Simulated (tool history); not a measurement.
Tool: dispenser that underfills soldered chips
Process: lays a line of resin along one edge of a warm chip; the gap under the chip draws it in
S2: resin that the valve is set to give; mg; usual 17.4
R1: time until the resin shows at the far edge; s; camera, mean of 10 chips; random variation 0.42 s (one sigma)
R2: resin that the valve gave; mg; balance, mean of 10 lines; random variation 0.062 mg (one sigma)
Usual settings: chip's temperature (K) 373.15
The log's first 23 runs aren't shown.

Run 24, day 5.458: usual settings but chip's temperature (K) 383.15, S2 18.5 mg. Result: R1 25.3 s, R2 18.29 mg.
Run 25, day 5.733: usual settings but chip's temperature (K) 382.15, S2 19.7 mg. Result: R1 32.0 s, R2 19.36 mg.
At day 5.796: new syringe of resin.
Run 26, day 6.075: usual settings but chip's temperature (K) 360.15. Result: R1 61.4 s, R2 16.98 mg.
Run 27, day 6.233: usual settings but chip's temperature (K) 384.15, S2 19.4 mg. Result: R1 26.3 s, R2 18.93 mg.
At day 6.408: new syringe of resin.
Run 28, day 6.488: usual settings but chip's temperature (K) 363.15, S2 16.7 mg. Result: R1 46.0 s, R2 16.30 mg.
Run 29, day 6.717: usual settings but chip's temperature (K) 363.15, S2 16.7 mg. Result: R1 55.4 s, R2 16.15 mg.
At day 7.029: new syringe of resin.
Run 30, day 7.029: usual settings but chip's temperature (K) 363.15, S2 16.7 mg. Result: R1 43.8 s, R2 16.14 mg.
Run 31, day 7.262: usual settings but chip's temperature (K) 378.15, S2 15.3 mg. Result: R1 30.5 s, R2 14.67 mg.
Run 32, day 7.412: usual settings but chip's temperature (K) 371.15, S2 17.6 mg. Result: R1 43.1 s, R2 16.89 mg.
At day 7.658: new syringe of resin.
Run 33, day 7.762: usual settings but S2 17.5 mg. Result: R1 30.9 s, R2 16.80 mg.
Run 34, day 7.929: usual settings but chip's temperature (K) 365.15, S2 17.6 mg. Result: R1 48.7 s, R2 16.75 mg.
Run 35, day 8.146: usual settings but chip's temperature (K) 368.15, S2 21.2 mg. Result: R1 50.4 s, R2 20.18 mg.
At day 8.275: new syringe of resin.
Run 36, day 8.425: usual settings but S2 22.4 mg. Result: R1 31.2 s, R2 21.28 mg.
Run 37, day 8.754: usual settings but chip's temperature (K) 362.15, S2 18.3 mg. Result: R1 65.8 s, R2 17.30 mg.

3 ways to go on from here, each from the tool as it stands after run 37. What would each give?
At day 8.912: new syringe of resin.
Run A, day 9.067: usual settings but chip's temperature (K) 360.15, S2 16.5 mg. Result: R1 ?, R2 ?.
At day 8.912: new syringe of resin.
Run B, day 9.067: usual settings but chip's temperature (K) 374.15, S2 21.2 mg. Result: R1 ?, R2 ?.
At day 8.912: new syringe of resin.
Run C, day 9.067: usual settings but chip's temperature (K) 378.15, S2 22.4 mg. Result: R1 ?, R2 ?.

run    R1     R2
  A  55.3  15.50
  B  30.1  20.08
  C  26.0  21.11
Without the tool's hidden state the same runs would have given:
run    R1     R2
  A  50.7  16.45
  B  27.7  21.32
  C  24.0  22.41
